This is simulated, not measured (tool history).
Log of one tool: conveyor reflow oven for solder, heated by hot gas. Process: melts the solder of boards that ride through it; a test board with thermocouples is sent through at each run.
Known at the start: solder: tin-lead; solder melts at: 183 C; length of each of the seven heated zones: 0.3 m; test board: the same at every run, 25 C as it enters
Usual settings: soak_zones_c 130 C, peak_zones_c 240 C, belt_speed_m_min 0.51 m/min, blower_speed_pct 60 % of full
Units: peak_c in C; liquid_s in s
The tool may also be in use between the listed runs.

| run | hour | soak_zones_c | peak_zones_c | belt_speed_m_min | blower_speed_pct | peak_c | liquid_s |
|---|---|---|---|---|---|---|---|
| 1 | 0 | 130 | 240 | 0.51 | 60 | 215.2 | 48 |
| 2 | 9.9 | 130 | 240 | 0.51 | 55 | 214.2 | 47.1 |
| 3 | 21.4 | 130 | 240 | 0.51 | 55 | 214 | 46.8 |
| 4 | 33.9 | 130 | 240 | 0.51 | 87 | 221 | 53.2 |
| 5 | 47.1 | 130 | 240 | 0.51 | 87 | 221.1 | 53.4 |
| 6 | 55.6 | 130 | 240 | 0.51 | 87 | 221.1 | 53.1 |
| 7 | 64.1 | 128 | 240 | 0.51 | 60 | 214.6 | 46.9 |
|  | 77.1 | flux residue cleaned out of gas plates and filters |
| 8 | 83.2 | 128 | 240 | 0.51 | 60 | 217.9 | 50.3 |
| 9 | 89.4 | 128 | 240 | 0.51 | 60 | 218.2 | 49.3 |
| 10 | 102 | 128 | 240 | 0.51 | 60 | 217 | 49.8 |
| 11 | 113.3 | 140 | 240 | 0.51 | 60 | 220.2 | 54.8 |
| 12 | 127.6 | 130 | 240 | 0.51 | 60 | 217.9 | 51.1 |
| 13 | 137.5 | 130 | 240 | 0.51 | 58 | 217.5 | 49 |
| 14 | 148.3 | 130 | 240 | 0.51 | 58 | 217.2 | 50 |
| 15 | 157.9 | 130 | 240 | 0.51 | 61 | 217.7 | 51.2 |
| 16 | 167.1 | 130 | 240 | 0.51 | 61 | 218.3 | 50.3 |
| 17 | 179.8 | 142 | 240 | 0.51 | 84 | 225.2 | 59.6 |
| 18 | 192.8 | 142 | 240 | 0.51 | 84 | 224.9 | 59.3 |
| 19 | 204.1 | 120 | 241 | 0.47 | 55 | 218.3 | 52.6 |
| 20 | 210.4 | 120 | 241 | 0.47 | 72 | 222.8 | 56.1 |
| 21 | 220.8 | 128 | 248 | 0.425 | 75 | 234.6 | 72.5 |
| 22 | 233.7 | 130 | 240 | 0.51 | 76 | 221.8 | 52.9 |
| 23 | 244 | 130 | 255 | 0.51 | 60 | 230.1 | 58.1 |
| 24 | 250.5 | 130 | 255 | 0.51 | 60 | 229.9 | 58.5 |
| 25 | 256.6 | 130 | 240 | 0.587 | 60 | 211.2 | 38.3 |
| 26 | 262.8 | 119 | 241 | 0.51 | 60 | 216.5 | 45.7 |
| 27 | 273.1 | 119 | 241 | 0.51 | 60 | 215.7 | 45.9 |
| 28 | 287.4 | 119 | 241 | 0.51 | 60 | 215.5 | 45.8 |

Forecast run 29:
| 29 | 299.1 | 119 | 241 | 0.51 | 60 | ? | ? |

Run 29 gave peak_c 215.6 C, liquid_s 45.5 s.
Without the tool's hidden state the same run would have given peak_c 215.6 C, liquid_s 45.3 s.

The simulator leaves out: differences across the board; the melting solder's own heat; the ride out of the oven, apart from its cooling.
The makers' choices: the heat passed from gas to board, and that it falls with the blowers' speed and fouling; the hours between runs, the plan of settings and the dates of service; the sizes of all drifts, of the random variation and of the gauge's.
